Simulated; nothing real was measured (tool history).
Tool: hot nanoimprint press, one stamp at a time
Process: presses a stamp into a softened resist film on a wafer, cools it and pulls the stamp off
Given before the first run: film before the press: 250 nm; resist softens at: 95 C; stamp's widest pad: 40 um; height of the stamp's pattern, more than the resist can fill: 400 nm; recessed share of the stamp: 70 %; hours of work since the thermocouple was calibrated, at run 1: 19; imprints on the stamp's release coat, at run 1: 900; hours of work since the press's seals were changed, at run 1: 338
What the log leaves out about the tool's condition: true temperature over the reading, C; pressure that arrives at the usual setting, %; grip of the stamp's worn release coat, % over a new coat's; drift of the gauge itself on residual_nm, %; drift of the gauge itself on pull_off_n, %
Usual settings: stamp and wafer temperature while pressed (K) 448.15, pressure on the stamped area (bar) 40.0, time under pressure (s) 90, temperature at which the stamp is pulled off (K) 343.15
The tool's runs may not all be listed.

| run | day | stamp and wafer temperature while pressed (K) | pressure on the stamped area (bar) | time under pressure (s) | temperature at which the stamp is pulled off (K) | hours of work since the thermocouple was calibrated | imprints on the stamp's release coat | hours of work since the press's seals were changed | resist left under the stamp's widest pad (nm) | greatest force while the stamp is pulled off (N) |
|---|---|---|---|---|---|---|---|---|---|---|
| 1 | 0.000 | 448.15 | 40.0 | 90 | 343.15 | 19 | 900 | 338 | 102.2 | 215 |
| 2 | 1.600 | 448.15 | 40.0 | 90 | 343.15 | 37 | 1027 | 356 | 102.5 | 218 |
| 3 | 3.467 | 448.15 | 40.0 | 87 | 343.15 | 57 | 1175 | 376 | 103.8 | 225 |
| 4 | 5.479 | 448.15 | 40.0 | 87 | 343.15 | 79 | 1335 | 398 | 102.9 | 243 |
| 5 | 6.688 | 448.15 | 40.0 | 84 | 343.15 | 93 | 1430 | 412 | 104.0 | 249 |
| 6 | 8.058 | 448.15 | 40.0 | 90 | 349.15 | 108 | 1539 | 427 | 100.6 | 221 |
| 7 | 8.950 | 448.15 | 40.0 | 90 | 343.15 | 118 | 1610 | 437 | 101.5 | 258 |
| 8 | 10.312 | 448.15 | 40.0 | 90 | 343.15 | 133 | 1718 | 452 | 100.7 | 265 |
| 9 | 11.912 | 448.15 | 40.0 | 90 | 343.15 | 150 | 1845 | 469 | 101.4 | 269 |
| 10 | 13.758 | 448.15 | 34.5 | 90 | 343.15 | 171 | 1991 | 490 | 109.1 | 272 |
| 11 | 14.717 | 448.15 | 26.6 | 90 | 343.15 | 181 | 2067 | 500 | 122.6 | 300 |
| 12 | 15.558 | 448.15 | 26.6 | 90 | 343.15 | 190 | 2134 | 509 | 121.5 | 293 |
| 13 | 17.233 | 448.15 | 40.0 | 90 | 343.15 | 209 | 2266 | 528 | 100.1 | 310 |
|  | 18.758 | stamp cleaned and given a new release coat |
| 14 | 18.758 | 450.15 | 40.0 | 90 | 343.15 | 223 | 0 | 542 | 93.5 | 153 |
| 15 | 20.792 | 450.15 | 40.0 | 90 | 332.15 | 245 | 162 | 564 | 94.1 | 195 |
| 16 | 22.542 | 450.15 | 40.0 | 90 | 332.15 | 265 | 300 | 584 | 93.4 | 211 |
| 17 | 24.433 | 445.15 | 27.1 | 71 | 332.15 | 285 | 450 | 604 | 141.6 | 219 |
| 18 | 26.238 | 448.15 | 36.7 | 90 | 334.15 | 305 | 593 | 624 | 103.0 | 225 |
| 19 | 27.771 | 448.15 | 36.7 | 90 | 334.15 | 322 | 715 | 641 | 103.4 | 236 |
| 20 | 28.704 | 458.15 | 40.0 | 90 | 341.15 | 333 | 789 | 652 | 71.9 | 212 |
| 21 | 29.958 | 440.15 | 45.5 | 133 | 345.15 | 346 | 888 | 665 | 104.0 | 195 |
|  | 30.167 | plate thermocouple calibrated |
| 22 | 31.254 | 452.15 | 45.5 | 133 | 345.15 | 12 | 981 | 678 | 68.1 | 196 |
| 23 | 32.646 | 448.15 | 45.5 | 173 | 338.15 | 27 | 1092 | 694 | 70.1 | 248 |
|  | 34.025 | plate thermocouple calibrated, once more |
| 24 | 34.646 | 458.15 | 40.0 | 90 | 335.15 | 7 | 1240 | 714 | 75.6 | 277 |
| 25 | 36.608 | 458.15 | 40.0 | 90 | 335.15 | 28 | 1396 | 736 | 74.5 | 288 |
| 26 | 38.558 | 458.15 | 40.0 | 90 | 335.15 | 50 | 1550 | 757 | 74.4 | 304 |
| 27 | 39.817 | 458.15 | 40.0 | 90 | 335.15 | 64 | 1650 | 771 | 74.6 | 301 |
| 28 | 41.133 | 460.15 | 32.9 | 86 | 349.15 | 78 | 1755 | 786 | 79.9 | 233 |
| 29 | 42.675 | 460.15 | 34.1 | 86 | 349.15 | 95 | 1877 | 803 | 77.6 | 247 |
| 30 | 43.562 | 444.15 | 40.0 | 90 | 343.15 | 105 | 1947 | 813 | 115.6 | 288 |

Across each entry between runs, compare the hidden state at the last listed run before it with the hidden state at the first listed run after it:
After run 13, before run 14: stamp cleaned and given a new release coat (day 18.758)
  true temperature over the reading, C: 0.83 -> 0.89; pressure that arrives at the usual setting, %: 98.55 -> 98.5; grip of the stamp's worn release coat, % over a new coat's: 90.9 -> 0
  measured result minus the result with no hidden state, resist left under the stamp's widest pad (nm): -1.9 -> -1.9; greatest force while the stamp is pulled off (N): +145 -> -3
After run 21, before run 22: plate thermocouple calibrated (day 30.167)
  true temperature over the reading, C: 1.41 -> 2.27; pressure that arrives at the usual setting, %: 98.04 -> 97.99; grip of the stamp's worn release coat, % over a new coat's: 32.6 -> 36.2
  measured result minus the result with no hidden state, resist left under the stamp's widest pad (nm): -4.0 -> -4.3; greatest force while the stamp is pulled off (N): +44 -> +44
After run 23, before run 24: plate thermocouple calibrated, once more (day 34.025)
  true temperature over the reading, C: 2.33 -> 0.29; pressure that arrives at the usual setting, %: 97.93 -> 97.85; grip of the stamp's worn release coat, % over a new coat's: 40.6 -> 46.6
  measured result minus the result with no hidden state, resist left under the stamp's widest pad (nm): -4.7 -> +0.2; greatest force while the stamp is pulled off (N): +63 -> +87

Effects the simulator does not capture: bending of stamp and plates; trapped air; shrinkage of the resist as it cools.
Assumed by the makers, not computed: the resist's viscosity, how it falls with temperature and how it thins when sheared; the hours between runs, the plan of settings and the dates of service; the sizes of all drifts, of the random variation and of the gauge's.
